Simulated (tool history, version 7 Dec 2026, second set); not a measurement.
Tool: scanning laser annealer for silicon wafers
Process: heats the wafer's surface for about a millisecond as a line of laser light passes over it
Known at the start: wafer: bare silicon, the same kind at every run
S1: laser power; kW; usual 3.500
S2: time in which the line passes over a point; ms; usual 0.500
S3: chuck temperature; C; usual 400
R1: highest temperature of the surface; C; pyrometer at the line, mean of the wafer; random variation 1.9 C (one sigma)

{"run": 1, "hour": 0.0, "S1": 3.5, "S2": 0.5, "S3": 400, "R1": 1189}
{"run": 2, "hour": 16.7, "S1": 3.081, "S2": 0.5, "S3": 400, "R1": 1066}
{"run": 3, "hour": 28.7, "S1": 3.081, "S2": 0.5, "S3": 400, "R1": 1066}
{"run": 4, "hour": 40.9, "S1": 3.5, "S2": 0.5, "S3": 400, "R1": 1185}
{"run": 5, "hour": 59.3, "S1": 3.5, "S2": 0.5, "S3": 410, "R1": 1193}
{"run": 6, "hour": 76.9, "S1": 3.5, "S2": 0.5, "S3": 410, "R1": 1194}
{"run": 7, "hour": 97.5, "S1": 3.5, "S2": 0.5, "S3": 410, "R1": 1192}
{"run": 8, "hour": 107.9, "S1": 3.5, "S2": 0.5, "S3": 410, "R1": 1194}
{"run": 9, "hour": 121.2, "S1": 3.368, "S2": 0.39, "S3": 432, "R1": 1084}
{"run": 10, "hour": 134.3, "S1": 3.291, "S2": 0.535, "S3": 424, "R1": 1171}
{"run": 11, "hour": 150.3, "S1": 3.544, "S2": 0.485, "S3": 424, "R1": 1203}
{"run": 12, "hour": 166.2, "S1": 3.544, "S2": 0.485, "S3": 424, "R1": 1201}
{"run": 13, "hour": 180.0, "S1": 3.319, "S2": 0.5, "S3": 400, "R1": 1127}
{"run": 14, "hour": 195.2, "S1": 3.616, "S2": 0.481, "S3": 370, "R1": 1165}

Forecast run 15:
{"run": 15, "hour": 206.5, "S1": 3.616, "S2": 0.539, "S3": 370, "R1": "?"}

R1: 1215 C
Without the tool's hidden state the same run would have given R1 1288 C.
